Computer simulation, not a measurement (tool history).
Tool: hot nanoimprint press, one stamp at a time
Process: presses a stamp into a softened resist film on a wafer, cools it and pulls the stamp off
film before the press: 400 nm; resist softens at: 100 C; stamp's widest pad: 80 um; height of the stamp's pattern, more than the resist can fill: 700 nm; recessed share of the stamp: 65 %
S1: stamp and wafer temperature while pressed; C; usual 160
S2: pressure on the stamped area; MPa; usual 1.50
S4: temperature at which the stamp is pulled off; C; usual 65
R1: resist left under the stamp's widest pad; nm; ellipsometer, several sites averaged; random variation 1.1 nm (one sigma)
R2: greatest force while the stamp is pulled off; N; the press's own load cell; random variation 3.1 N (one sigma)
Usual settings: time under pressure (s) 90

Run 1, hour 0.0: usual settings. Result: R1 168.8 nm, R2 224 N.
Run 2, hour 7.1: usual settings but S4 66 C. Result: R1 170.5 nm, R2 220 N.
Run 3, hour 12.2: usual settings but S4 66 C. Result: R1 169.1 nm, R2 222 N.
Run 4, hour 22.9: usual settings but S4 66 C. Result: R1 169.4 nm, R2 223 N.
Run 5, hour 30.8: usual settings but S4 66 C. Result: R1 168.3 nm, R2 225 N.
Run 6, hour 36.5: usual settings but time under pressure (s) 47. Result: R1 217.6 nm, R2 231 N.
Run 7, hour 41.5: usual settings but S2 1.88 MPa. Result: R1 154.3 nm, R2 232 N.
Run 8, hour 47.3: usual settings but S2 1.88 MPa. Result: R1 153.5 nm, R2 228 N.
Run 9, hour 52.6: usual settings but S2 1.88 MPa. Result: R1 153.6 nm, R2 232 N.
Run 10, hour 59.4: usual settings but S2 1.88 MPa. Result: R1 153.5 nm, R2 234 N.
At hour 62.9: plate thermocouple calibrated.
Run 11, hour 67.7: usual settings but S2 0.95 MPa. Result: R1 205.4 nm, R2 234 N.
Run 12, hour 73.8: usual settings but S2 1.63 MPa, S4 68 C. Result: R1 165.9 nm, R2 220 N.
Run 13, hour 78.3: usual settings but S2 1.63 MPa, S4 68 C. Result: R1 163.2 nm, R2 216 N.
Run 14, hour 86.0: usual settings but S2 1.63 MPa, S4 68 C. Result: R1 166.3 nm, R2 214 N.
Run 15, hour 92.6: usual settings but S1 154 C, S2 2.37 MPa, time under pressure (s) 94, S4 52 C. Result: R1 177.2 nm, R2 307 N.
Run 16, hour 99.7: usual settings but S2 1.84 MPa. Result: R1 157.1 nm, R2 235 N.
Run 17, hour 105.9: usual settings but S1 155 C, time under pressure (s) 69. Result: R1 228.7 nm, R2 240 N.
Run 18, hour 111.2: usual settings but S4 57 C. Result: R1 171.7 nm, R2 276 N.

Forecast each of these 3 alternatives for the next run:
Run A, hour 115.7: usual settings but S4 61 C. Result: R1 ?, R2 ?.
Run B, hour 115.7: usual settings but S1 153 C, time under pressure (s) 160, S4 57 C. Result: R1 ?, R2 ?.
Run C, hour 115.7: usual settings but S2 0.97 MPa, time under pressure (s) 123, S4 72 C. Result: R1 ?, R2 ?.

run     R1   R2
  A  172.5  262
  B  183.0  294
  C  180.4  205
Without the tool's hidden state the same runs would have given:
run     R1   R2
  A  165.6  246
  B  175.4  277
  C  173.7  192

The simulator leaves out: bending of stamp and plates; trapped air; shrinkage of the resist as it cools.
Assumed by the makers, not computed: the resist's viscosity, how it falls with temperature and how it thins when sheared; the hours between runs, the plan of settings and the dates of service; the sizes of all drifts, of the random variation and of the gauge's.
